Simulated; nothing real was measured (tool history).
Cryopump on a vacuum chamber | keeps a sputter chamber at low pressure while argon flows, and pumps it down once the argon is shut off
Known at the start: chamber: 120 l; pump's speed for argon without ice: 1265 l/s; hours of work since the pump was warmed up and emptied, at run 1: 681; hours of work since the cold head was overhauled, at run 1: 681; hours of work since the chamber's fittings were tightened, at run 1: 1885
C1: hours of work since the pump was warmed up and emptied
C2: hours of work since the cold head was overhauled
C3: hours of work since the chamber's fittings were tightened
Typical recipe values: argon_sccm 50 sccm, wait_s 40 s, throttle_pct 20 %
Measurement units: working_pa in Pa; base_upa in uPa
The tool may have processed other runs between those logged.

run 1 hour=0 | argon_sccm=50 wait_s=40 throttle_pct=20 | C1=681 C2=681 C3=1885 | working_pa=0.3502 base_upa=4.39
-- hour=21.5 pump warmed up, emptied and cooled again
run 2 hour=59.6 | argon_sccm=50 wait_s=40 throttle_pct=20 | C1=18 C2=706 C3=1910 | working_pa=0.3358 base_upa=4.08
run 3 hour=123.8 | argon_sccm=50 wait_s=40 throttle_pct=20 | C1=47 C2=735 C3=1940 | working_pa=0.3344 base_upa=4.13
run 4 hour=177.9 | argon_sccm=50 wait_s=40 throttle_pct=20 | C1=72 C2=760 C3=1965 | working_pa=0.3342 base_upa=4.15
run 5 hour=229.2 | argon_sccm=50 wait_s=40 throttle_pct=17 | C1=96 C2=784 C3=1988 | working_pa=0.3982 base_upa=4.25
run 6 hour=259.9 | argon_sccm=50 wait_s=40 throttle_pct=17 | C1=110 C2=798 C3=2002 | working_pa=0.397 base_upa=4.13
run 7 hour=310.2 | argon_sccm=48 wait_s=33 throttle_pct=20 | C1=133 C2=821 C3=2025 | working_pa=0.3238 base_upa=4.9
run 8 hour=375.1 | argon_sccm=20 wait_s=33 throttle_pct=20 | C1=163 C2=851 C3=2055 | working_pa=0.135 base_upa=4.82
run 9 hour=426.6 | argon_sccm=41 wait_s=204 throttle_pct=15 | C1=186 C2=874 C3=2079 | working_pa=0.3681 base_upa=1.95
run 10 hour=469 | argon_sccm=41 wait_s=204 throttle_pct=15 | C1=206 C2=894 C3=2099 | working_pa=0.371 base_upa=2.01
run 11 hour=529.2 | argon_sccm=67 wait_s=40 throttle_pct=20 | C1=234 C2=922 C3=2126 | working_pa=0.4519 base_upa=4.34

Forecast each of these 3 alternatives for the next run:
run A hour=571.6 | argon_sccm=67 wait_s=106 throttle_pct=17 | C1=253 C2=941 C3=2146 | working_pa=? base_upa=?
run B hour=571.6 | argon_sccm=50 wait_s=40 throttle_pct=53 | C1=253 C2=941 C3=2146 | working_pa=? base_upa=?
run C hour=571.6 | argon_sccm=50 wait_s=40 throttle_pct=42 | C1=253 C2=941 C3=2146 | working_pa=? base_upa=?

run=A working_pa=0.5326 base_upa=2.62
run=B working_pa=0.1328 base_upa=4.32
run=C working_pa=0.1647 base_upa=4.5
Stripped of hidden state, with their random variation kept, the same runs would have yielded:
run=A working_pa=0.5244 base_upa=1.35
run=B working_pa=0.1266 base_upa=3.07
run=C working_pa=0.1586 base_upa=3.22
